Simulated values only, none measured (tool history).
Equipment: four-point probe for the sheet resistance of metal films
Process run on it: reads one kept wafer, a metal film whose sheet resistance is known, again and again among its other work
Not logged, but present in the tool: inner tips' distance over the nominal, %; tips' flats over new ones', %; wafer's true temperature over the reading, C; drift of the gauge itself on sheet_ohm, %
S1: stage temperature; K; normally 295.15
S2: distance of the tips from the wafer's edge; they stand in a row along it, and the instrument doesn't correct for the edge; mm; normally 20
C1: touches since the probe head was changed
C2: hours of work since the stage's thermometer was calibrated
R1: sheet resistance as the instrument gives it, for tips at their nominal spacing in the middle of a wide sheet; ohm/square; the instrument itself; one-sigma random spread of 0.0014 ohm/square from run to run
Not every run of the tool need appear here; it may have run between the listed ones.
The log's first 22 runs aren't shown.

run,day,S1,S2,C1,C2,R1
23,14.200,296.15,32,21272,658,6.889913
24,15.079,294.15,46,21729,674,6.900601
25,15.550,300.15,52,21972,682,6.863111
26,16.021,301.15,40,22215,691,6.859331
27,16.650,294.15,11,22540,702,6.909803
28,17.533,295.15,17,22997,718,6.897749
29,18.288,295.15,17,23388,732,6.897286
30,18.779,304.15,11,23641,740,6.845968
31,19.321,304.15,24,23923,750,6.840163
32,20.292,302.15,3,24425,768,6.948778
33,20.762,305.15,14,24668,776,6.835361
34,21.358,295.15,56,24977,787,6.895874
35,22.258,292.15,9,25442,803,6.926797
36,22.758,292.15,9,25699,812,6.924437
37,23.600,300.15,6,26137,828,6.887907
38,24.450,300.15,6,26575,843,6.888503
39,25.000,293.15,3,26861,853,7.009781
40,25.779,304.15,5,27262,867,6.874564
41,26.688,299.15,63,27733,884,6.866560
42,27.221,299.15,63,28008,893,6.866322
43,27.892,299.15,63,28356,905,6.866439
44,28.317,292.15,67,28576,913,6.911654

Branching from run 44: 5 alternative next runs. What would each branch give?
A,29.200,295.15,20,29033,929,?
B,29.200,302.15,5,29033,929,?
C,29.200,295.15,56,29033,929,?
D,29.200,297.15,4,29033,929,?
E,29.200,304.15,9,29033,929,?

run,R1
A,6.895400
B,6.885848
C,6.893560
D,6.939461
E,6.847242
Without the tool's unlogged condition, the same runs would have read:
run,R1
A,6.912869
B,6.903312
C,6.911025
D,6.957037
E,6.864621

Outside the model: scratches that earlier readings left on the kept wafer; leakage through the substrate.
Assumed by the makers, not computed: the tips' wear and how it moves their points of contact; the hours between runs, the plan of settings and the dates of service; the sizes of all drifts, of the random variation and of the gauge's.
